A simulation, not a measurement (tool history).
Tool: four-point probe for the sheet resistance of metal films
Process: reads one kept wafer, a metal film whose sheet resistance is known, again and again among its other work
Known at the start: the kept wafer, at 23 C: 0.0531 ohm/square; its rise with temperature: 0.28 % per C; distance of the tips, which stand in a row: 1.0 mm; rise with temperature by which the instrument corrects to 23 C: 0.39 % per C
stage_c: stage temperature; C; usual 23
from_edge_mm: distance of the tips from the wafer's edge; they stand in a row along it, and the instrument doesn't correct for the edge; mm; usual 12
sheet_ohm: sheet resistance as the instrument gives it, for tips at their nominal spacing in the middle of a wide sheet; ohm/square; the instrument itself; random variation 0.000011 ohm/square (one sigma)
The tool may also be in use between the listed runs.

run 1 hour=0 | stage_c=23 from_edge_mm=12 | sheet_ohm=0.053302
run 2 hour=29 | stage_c=23 from_edge_mm=12 | sheet_ohm=0.053286
run 3 hour=68.7 | stage_c=31 from_edge_mm=12 | sheet_ohm=0.052843
run 4 hour=95.9 | stage_c=23 from_edge_mm=25 | sheet_ohm=0.05315
run 5 hour=122.3 | stage_c=23 from_edge_mm=12 | sheet_ohm=0.053299
run 6 hour=157.1 | stage_c=23 from_edge_mm=12 | sheet_ohm=0.053301
run 7 hour=179 | stage_c=23 from_edge_mm=26 | sheet_ohm=0.053154
run 8 hour=201.8 | stage_c=20 from_edge_mm=12 | sheet_ohm=0.053461
run 9 hour=224.4 | stage_c=23 from_edge_mm=12 | sheet_ohm=0.053308
run 10 hour=249.5 | stage_c=23 from_edge_mm=62 | sheet_ohm=0.053099
run 11 hour=280 | stage_c=23 from_edge_mm=62 | sheet_ohm=0.05312
run 12 hour=310.7 | stage_c=23 from_edge_mm=65 | sheet_ohm=0.053105
run 13 hour=348.5 | stage_c=23 from_edge_mm=56 | sheet_ohm=0.053116
run 14 hour=382.8 | stage_c=23 from_edge_mm=56 | sheet_ohm=0.053096
run 15 hour=411.7 | stage_c=20 from_edge_mm=4 | sheet_ohm=0.054997
run 16 hour=433.6 | stage_c=20 from_edge_mm=4 | sheet_ohm=0.054991
run 17 hour=474.4 | stage_c=19 from_edge_mm=54 | sheet_ohm=0.053346

The next listed run, before its measurement:
run 18 hour=509.5 | stage_c=19 from_edge_mm=54 | sheet_ohm=?

Run 18 gave sheet_ohm 0.053359 ohm/square.
Without the tool's hidden state the same run would have given sheet_ohm 0.053361 ohm/square.
